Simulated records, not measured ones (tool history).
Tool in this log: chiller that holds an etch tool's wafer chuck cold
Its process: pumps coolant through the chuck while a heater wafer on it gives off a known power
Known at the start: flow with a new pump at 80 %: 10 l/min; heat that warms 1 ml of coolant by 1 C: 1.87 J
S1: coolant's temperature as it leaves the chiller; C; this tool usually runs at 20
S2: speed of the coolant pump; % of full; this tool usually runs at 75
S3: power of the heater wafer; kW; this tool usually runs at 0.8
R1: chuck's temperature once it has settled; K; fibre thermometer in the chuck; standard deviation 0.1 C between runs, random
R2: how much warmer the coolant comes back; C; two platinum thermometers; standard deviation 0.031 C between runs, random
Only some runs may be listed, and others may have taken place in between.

run	hour	S1	S2	S3	R1	R2
1	0	20	75	0.8	301.05	2.89
2	46.7	20	75	0.8	300.85	2.94
3	94.3	20	75	0.8	301.05	2.91
4	156.2	20	68	0.8	301.55	3.24
5	239.6	20	75	0.8	300.85	2.95
6	319.1	20	75	0.8	301.05	2.95
7	363.4	20	75	0.8	301.05	2.94
8	413.5	30	75	0.8	311.05	2.96
9	475.3	17	75	0.8	298.15	2.96
10	544.3	17	75	0.8	298.05	2.99
11	631.8	17	75	0.8	298.05	2.99
12	667.5	20	75	0.8	301.15	2.88
13	740.3	20	75	0.8	300.95	2.97
14	815.5	20	75	0.8	301.05	3
15	892.3	20	94	0.8	299.55	2.36
16	946.1	13	94	0.8	292.45	2.37
17	1000.7	20	98	0.8	299.45	2.3
18	1080.3	14	93	0.705	292.75	2.11
19	1121.4	30	75	0.741	310.55	2.78
20	1166.5	22	62	0.409	300.25	1.88
21	1255.1	24	71	1.133	309.25	4.46
22	1302	20	96	1.072	301.95	3.11
23	1386.1	20	96	0.964	300.95	2.91
24	1444.2	16	75	1.191	301.25	4.51
25	1532.8	11	65	1.112	297.15	4.83
26	1614.7	11	65	1.112	297.25	4.91
27	1698.7	11	65	1.112	297.25	4.87
28	1770.3	16	85	0.875	297.05	2.9

For run 29, what comes out?
29	1850.5	11	79	1.191	?	?

Logged for run 29: R1 296.05 K, R2 4.3 C.
The same run, on a tool lacking any hidden state, would have yielded R1 294.45 K, R2 3.88 C.
